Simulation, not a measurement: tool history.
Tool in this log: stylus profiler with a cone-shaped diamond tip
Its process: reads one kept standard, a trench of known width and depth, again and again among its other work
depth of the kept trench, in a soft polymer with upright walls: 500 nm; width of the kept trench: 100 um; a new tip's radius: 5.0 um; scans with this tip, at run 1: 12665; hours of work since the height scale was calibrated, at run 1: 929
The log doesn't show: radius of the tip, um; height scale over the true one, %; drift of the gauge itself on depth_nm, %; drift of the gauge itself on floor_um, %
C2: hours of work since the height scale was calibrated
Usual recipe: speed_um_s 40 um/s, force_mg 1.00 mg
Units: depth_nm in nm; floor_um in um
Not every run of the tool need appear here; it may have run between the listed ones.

run 1 hour=0.0 | speed_um_s=40 force_mg=1.00 | scans_with_this_tip=12665 C2=929 | depth_nm=502.26 floor_um=95.47
-- hour=37.8 height scale calibrated on a step standard
run 2 hour=72.1 | speed_um_s=62 force_mg=1.00 | scans_with_this_tip=13067 C2=14 | depth_nm=502.31 floor_um=95.41
run 3 hour=126.8 | speed_um_s=62 force_mg=1.00 | scans_with_this_tip=13375 C2=37 | depth_nm=502.46 floor_um=95.38
run 4 hour=219.0 | speed_um_s=62 force_mg=1.00 | scans_with_this_tip=13894 C2=75 | depth_nm=502.46 floor_um=95.45
run 5 hour=307.8 | speed_um_s=40 force_mg=1.00 | scans_with_this_tip=14394 C2=111 | depth_nm=502.45 floor_um=95.46
run 6 hour=368.7 | speed_um_s=40 force_mg=1.00 | scans_with_this_tip=14736 C2=137 | depth_nm=502.59 floor_um=95.46
run 7 hour=459.4 | speed_um_s=40 force_mg=1.00 | scans_with_this_tip=15247 C2=174 | depth_nm=502.62 floor_um=95.46
run 8 hour=528.4 | speed_um_s=40 force_mg=1.00 | scans_with_this_tip=15635 C2=203 | depth_nm=502.36 floor_um=95.47
run 9 hour=617.5 | speed_um_s=11 force_mg=0.36 | scans_with_this_tip=16136 C2=239 | depth_nm=501.16 floor_um=95.57
run 10 hour=720.2 | speed_um_s=11 force_mg=0.36 | scans_with_this_tip=16714 C2=282 | depth_nm=501.10 floor_um=95.55
run 11 hour=811.7 | speed_um_s=44 force_mg=1.88 | scans_with_this_tip=17229 C2=319 | depth_nm=503.48 floor_um=95.46
run 12 hour=889.5 | speed_um_s=82 force_mg=0.67 | scans_with_this_tip=17667 C2=352 | depth_nm=501.86 floor_um=95.26
run 13 hour=972.9 | speed_um_s=18 force_mg=2.33 | scans_with_this_tip=18136 C2=386 | depth_nm=504.04 floor_um=95.58
run 14 hour=1032.7 | speed_um_s=36 force_mg=0.89 | scans_with_this_tip=18473 C2=411 | depth_nm=502.11 floor_um=95.47

Some steps in floor_um, run to run, broken into two amounts with sign: the step expected even without the hidden condition (settings, incoming material, random variation), and the rest, left for the hidden condition together with whatever gauge scatter is not in both the measured and the hidden-condition-free result:
Run 4 -> 5: speed_um_s 62 -> 40. floor_um +0.01 um: hidden state -0.01, all else +0.02.
Run 12 -> 13: speed_um_s 82 -> 18, force_mg 0.67 -> 2.33. floor_um +0.32 um: hidden state +0.01, all else +0.31.
